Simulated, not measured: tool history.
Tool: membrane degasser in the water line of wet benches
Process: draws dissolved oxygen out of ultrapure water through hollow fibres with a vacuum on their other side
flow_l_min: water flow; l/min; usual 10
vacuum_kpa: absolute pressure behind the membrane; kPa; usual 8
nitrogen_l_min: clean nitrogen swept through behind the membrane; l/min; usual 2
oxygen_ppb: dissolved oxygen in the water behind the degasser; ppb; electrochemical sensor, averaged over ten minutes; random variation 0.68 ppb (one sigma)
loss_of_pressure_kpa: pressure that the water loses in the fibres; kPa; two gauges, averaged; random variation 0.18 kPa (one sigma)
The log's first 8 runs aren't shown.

Run 9, day 32: usual settings but vacuum_kpa 6.95 kPa, nitrogen_l_min 1.53 l/min. Result: oxygen_ppb 67.3 ppb, loss_of_pressure_kpa 32.16 kPa.
Run 10, day 37.421: usual settings. Result: oxygen_ppb 64.6 ppb, loss_of_pressure_kpa 32.35 kPa.
Run 11, day 42.162: usual settings. Result: oxygen_ppb 66 ppb, loss_of_pressure_kpa 32.14 kPa.
Run 12, day 45.058: usual settings. Result: oxygen_ppb 66.1 ppb, loss_of_pressure_kpa 32.25 kPa.
Run 13, day 49.854: usual settings. Result: oxygen_ppb 65.8 ppb, loss_of_pressure_kpa 32.08 kPa.
Run 14, day 53.404: usual settings. Result: oxygen_ppb 66.3 ppb, loss_of_pressure_kpa 32.24 kPa.
Run 15, day 57.379: usual settings. Result: oxygen_ppb 66.3 ppb, loss_of_pressure_kpa 32.17 kPa.
Run 16, day 60.662: usual settings. Result: oxygen_ppb 67 ppb, loss_of_pressure_kpa 32.07 kPa.
Run 17, day 64.904: usual settings. Result: oxygen_ppb 65.4 ppb, loss_of_pressure_kpa 32.3 kPa.
Run 18, day 67.358: usual settings. Result: oxygen_ppb 66 ppb, loss_of_pressure_kpa 32.39 kPa.
Run 19, day 72.804: usual settings but vacuum_kpa 5.34 kPa, nitrogen_l_min 4.03 l/min. Result: oxygen_ppb 18.8 ppb, loss_of_pressure_kpa 32.17 kPa.
Run 20, day 77.471: usual settings but flow_l_min 6 l/min, vacuum_kpa 18.78 kPa, nitrogen_l_min 0.82 l/min. Result: oxygen_ppb 289.7 ppb, loss_of_pressure_kpa 19 kPa.
At day 78.617: vacuum gauge calibrated.
Run 21, day 82.062: usual settings but nitrogen_l_min 1.03 l/min. Result: oxygen_ppb 116.1 ppb, loss_of_pressure_kpa 32.6 kPa.
Run 22, day 87.45: usual settings but nitrogen_l_min 1.03 l/min. Result: oxygen_ppb 116.7 ppb, loss_of_pressure_kpa 32.18 kPa.
Run 23, day 91.883: usual settings but vacuum_kpa 6.04 kPa, nitrogen_l_min 1.41 l/min. Result: oxygen_ppb 53 ppb, loss_of_pressure_kpa 32.17 kPa.
Run 24, day 94.083: usual settings but vacuum_kpa 6.04 kPa, nitrogen_l_min 1.41 l/min. Result: oxygen_ppb 54.3 ppb, loss_of_pressure_kpa 32.38 kPa.
Run 25, day 99.142: usual settings but vacuum_kpa 8.07 kPa. Result: oxygen_ppb 65 ppb, loss_of_pressure_kpa 32.04 kPa.
Run 26, day 103.271: usual settings but flow_l_min 14 l/min, vacuum_kpa 6.45 kPa, nitrogen_l_min 1.39 l/min. Result: oxygen_ppb 89 ppb, loss_of_pressure_kpa 45.16 kPa.
Run 27, day 107.196: usual settings but flow_l_min 12 l/min, vacuum_kpa 6.7 kPa, nitrogen_l_min 1.44 l/min. Result: oxygen_ppb 78.1 ppb, loss_of_pressure_kpa 38.81 kPa.
Run 28, day 110.242: usual settings but vacuum_kpa 14.15 kPa, nitrogen_l_min 1.18 l/min. Result: oxygen_ppb 230.7 ppb, loss_of_pressure_kpa 31.94 kPa.
Run 29, day 115.058: usual settings but vacuum_kpa 14.15 kPa, nitrogen_l_min 1.18 l/min. Result: oxygen_ppb 230.6 ppb, loss_of_pressure_kpa 32.52 kPa.

Run 30 comes next. What will it give?
Run 30, day 119.792: usual settings but vacuum_kpa 6.45 kPa, nitrogen_l_min 2.15 l/min. Result: oxygen_ppb ?, loss_of_pressure_kpa ?.

Run 30 gave oxygen_ppb 42.5 ppb, loss_of_pressure_kpa 32.25 kPa.
Without the tool's hidden state the same run would have given oxygen_ppb 39.5 ppb, loss_of_pressure_kpa 31.47 kPa.
